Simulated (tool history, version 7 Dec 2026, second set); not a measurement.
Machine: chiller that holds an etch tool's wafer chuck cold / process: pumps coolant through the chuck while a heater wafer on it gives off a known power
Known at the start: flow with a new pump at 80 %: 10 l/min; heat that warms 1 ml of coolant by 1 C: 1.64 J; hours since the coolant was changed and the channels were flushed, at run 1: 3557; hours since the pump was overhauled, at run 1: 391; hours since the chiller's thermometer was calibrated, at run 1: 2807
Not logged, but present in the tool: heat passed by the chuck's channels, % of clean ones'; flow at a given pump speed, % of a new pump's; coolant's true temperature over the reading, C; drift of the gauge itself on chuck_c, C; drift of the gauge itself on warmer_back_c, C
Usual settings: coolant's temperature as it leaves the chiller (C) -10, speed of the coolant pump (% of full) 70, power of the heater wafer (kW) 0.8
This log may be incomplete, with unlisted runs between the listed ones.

run,hour,coolant's temperature as it leaves the chiller (C),speed of the coolant pump (% of full),power of the heater wafer (kW),hours since the coolant was changed and the channels were flushed,hours since the pump was overhauled,hours since the chiller's thermometer was calibrated,chuck's temperature once it has settled (C),how much warmer the coolant comes back (C)
1,0,-10,70,0.8,3557,391,2807,-2.8,3.42
2,76.1,-10,70,0.8,3633,467,2883,-2.7,3.46
3,194.8,-10,70,0.8,3752,585,3002,-2.5,3.46
4,306.1,-10,70,0.8,3863,697,3113,-2.7,3.48
5,433.8,-10,70,0.8,3991,824,3241,-2.8,3.48
6,539.4,-10,70,0.8,4096,930,3346,-2.7,3.49
7,600.1,-7,70,0.8,4157,991,3407,0.4,3.55
8,673.1,-7,70,0.8,4230,1064,3480,0.3,3.51
9,781.9,-7,70,0.8,4339,1173,3589,0.3,3.43
10,913.2,-7,70,0.8,4470,1304,3720,0.4,3.45
11,972.5,-11,70,0.8,4529,1363,3779,-3.5,3.48
12,1076.2,-11,70,0.8,4633,1467,3883,-3.5,3.51
13,1206.7,-11,87,0.8,4763,1597,4013,-4.8,2.77
14,1325.7,-11,87,0.432,4882,1716,4132,-7.8,1.48
# hour 1351.1: coolant changed, channels flushed
15,1420.6,-11,87,0.432,70,1805,4221,-8.2,1.51
16,1498.6,-11,87,0.432,147,1883,4299,-8.2,1.45
17,1632.4,-13,65,0.971,281,2017,4433,-4,4.7
18,1759.7,-11,70,0.8,409,2144,4560,-4.3,3.53
19,1875.9,-11,70,0.8,525,2261,4677,-4.2,3.54

For run 20, what comes out?
20,1973,-4,99,1.005,622,2358,4774,?,?

chuck's temperature once it has settled (C): 2.7
how much warmer the coolant comes back (C): 2.98
Were there no unlogged condition in the tool, this run, its random variation unchanged, would have produced chuck's temperature once it has settled (C) 3, how much warmer the coolant comes back (C) 2.87.

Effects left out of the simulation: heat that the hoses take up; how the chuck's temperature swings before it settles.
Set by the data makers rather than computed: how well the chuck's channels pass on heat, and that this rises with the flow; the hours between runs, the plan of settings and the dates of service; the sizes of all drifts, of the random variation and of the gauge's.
